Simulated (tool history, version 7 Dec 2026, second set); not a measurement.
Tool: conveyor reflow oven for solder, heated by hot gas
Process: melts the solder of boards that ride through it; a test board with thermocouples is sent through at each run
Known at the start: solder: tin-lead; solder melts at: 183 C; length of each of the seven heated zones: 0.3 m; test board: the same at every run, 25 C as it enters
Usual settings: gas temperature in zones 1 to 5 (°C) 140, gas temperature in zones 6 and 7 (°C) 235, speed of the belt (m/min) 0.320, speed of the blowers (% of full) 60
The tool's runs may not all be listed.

run   hour  gas temperature in zones 1 to 5 (°C)  gas temperature in zones 6 and 7 (°C)  speed of the belt (m/min)  speed of the blowers (% of full)  highest temperature of the board (°C)  time above the solder's melting point (s)
  1    0.0                                   140                                    235                      0.320                                60                                  219.9                                       90.3
  2   16.9                                   140                                    235                      0.320                                60                                  220.0                                       89.4
  3   38.2                                   140                                    237                      0.320                                60                                  222.2                                       91.7
  4   67.5                                   140                                    237                      0.320                                60                                  222.0                                       89.9
  5   91.5                                   140                                    237                      0.320                                60                                  221.4                                       90.8
  6  114.5                                   140                                    225                      0.320                                60                                  211.5                                       78.6
  7  139.4                                   140                                    235                      0.320                                60                                  219.6                                       89.3
  8  163.3                                   140                                    235                      0.320                                60                                  219.5                                       89.1
  9  192.1                                   140                                    235                      0.320                                60                                  219.3                                       88.6
 10  206.8                                   140                                    235                      0.320                                60                                  219.4                                       88.4
 11  223.3                                   140                                    249                      0.320                                60                                  232.3                                      100.2
 12  249.2                                   140                                    249                      0.320                                60                                  231.6                                      100.0
 13  274.6                                   140                                    249                      0.320                                60                                  232.1                                       99.6
 14  288.0                                   140                                    235                      0.320                                66                                  220.4                                       89.5
 15  304.2                                   140                                    224                      0.320                                60                                  209.3                                       76.9
 16  329.0                                   140                                    224                      0.320                                60                                  209.1                                       76.8
 17  345.0                                   129                                    241                      0.320                                67                                  223.0                                       87.3
 18  361.6                                   140                                    235                      0.320                                60                                  219.3                                       88.1
 19  391.6                                   134                                    231                      0.286                                69                                  218.4                                       96.1
 20  409.3                                   134                                    231                      0.286                                69                                  218.2                                       95.7
 21  434.9                                   131                                    249                      0.344                                61                                  227.1                                       85.1
 22  463.0                                   131                                    249                      0.344                                61                                  226.5                                       84.6
 23  483.7                                   131                                    249                      0.344                                61                                  226.9                                       85.1
 24  512.2                                   134                                    227                      0.320                                55                                  209.5                                       72.1
 25  529.4                                   151                                    227                      0.320                                60                                  212.7                                       88.5
 26  551.2                                   135                                    244                      0.328                                72                                  225.8                                       90.7
 27  569.7                                   146                                    233                      0.289                                60                                  221.1                                      102.9
     590.3  -- flux residue cleaned out of gas plates and filters
 28  602.6                                   134                                    235                      0.320                                60                                  220.3                                       88.0
 29  618.6                                   134                                    235                      0.320                                60                                  219.8                                       86.6
 30  631.2                                   134                                    235                      0.270                                69                                  225.8                                      112.6
 31  653.6                                   134                                    235                      0.277                                58                                  223.3                                      106.2

3 ways to go on from here, each from the tool as it stands after run 31. What would each give?
  A  680.2                                   140                                    229                      0.297                                60                                      ?                                          ?
  B  680.2                                   134                                    224                      0.264                                64                                      ?                                          ?
  C  680.2                                   152                                    235                      0.281                                76                                      ?                                          ?

run  highest temperature of the board (°C)  time above the solder's melting point (s)
  A                                  217.9                                       95.0
  B                                  215.9                                      103.6
  C                                  227.4                                      117.7
Without the tool's hidden state the same runs would have given:
run  highest temperature of the board (°C)  time above the solder's melting point (s)
  A                                  219.6                                       96.0
  B                                  217.6                                      104.9
  C                                  229.1                                      118.0
